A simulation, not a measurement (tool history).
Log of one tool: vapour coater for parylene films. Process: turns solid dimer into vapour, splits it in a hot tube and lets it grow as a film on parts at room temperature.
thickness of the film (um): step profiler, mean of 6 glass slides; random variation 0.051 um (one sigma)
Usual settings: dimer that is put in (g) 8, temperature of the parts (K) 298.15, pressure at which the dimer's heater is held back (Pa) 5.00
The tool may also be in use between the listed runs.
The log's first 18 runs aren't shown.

| run | hour | dimer that is put in (g) | temperature of the parts (K) | pressure at which the dimer's heater is held back (Pa) | thickness of the film (um) |
|---|---|---|---|---|---|
| 19 | 316.8 | 8 | 298.15 | 2.15 | 5.90 |
| 20 | 328.1 | 8 | 298.15 | 2.15 | 5.92 |
| 21 | 348.3 | 8 | 307.15 | 2.15 | 3.87 |
| 22 | 364.9 | 8 | 298.15 | 5.00 | 5.16 |
| 23 | 386.5 | 8 | 298.15 | 5.00 | 5.25 |
| 24 | 405.2 | 8 | 298.15 | 5.00 | 5.12 |
| 25 | 419.6 | 8 | 298.15 | 5.00 | 5.20 |
|  | 438.9 | trap's valve overhauled |
| 26 | 440.5 | 8 | 298.15 | 5.00 | 5.84 |
| 27 | 454.9 | 8 | 298.15 | 5.00 | 5.77 |
| 28 | 482.0 | 4 | 299.15 | 3.29 | 2.89 |
| 29 | 505.2 | 5 | 298.15 | 8.46 | 3.31 |
| 30 | 516.6 | 5 | 300.15 | 8.46 | 3.03 |
| 31 | 541.8 | 7 | 290.15 | 3.71 | 7.26 |
| 32 | 561.4 | 10 | 291.15 | 5.54 | 9.28 |
| 33 | 572.8 | 5 | 303.15 | 3.84 | 2.83 |
| 34 | 598.9 | 8 | 302.15 | 5.00 | 4.66 |
| 35 | 619.2 | 8 | 302.15 | 5.00 | 4.62 |
| 36 | 632.6 | 4 | 296.15 | 5.00 | 2.97 |
| 37 | 655.9 | 4 | 296.15 | 5.00 | 2.91 |
| 38 | 677.6 | 4 | 296.15 | 5.00 | 2.94 |
| 39 | 700.4 | 4 | 296.15 | 5.00 | 2.91 |

Forecast run 40:
| 40 | 716.6 | 4 | 296.15 | 5.00 | ? |

Run 40 gave thickness of the film (um) 2.87.
Without the tool's hidden state the same run would have given thickness of the film (um) 3.23.
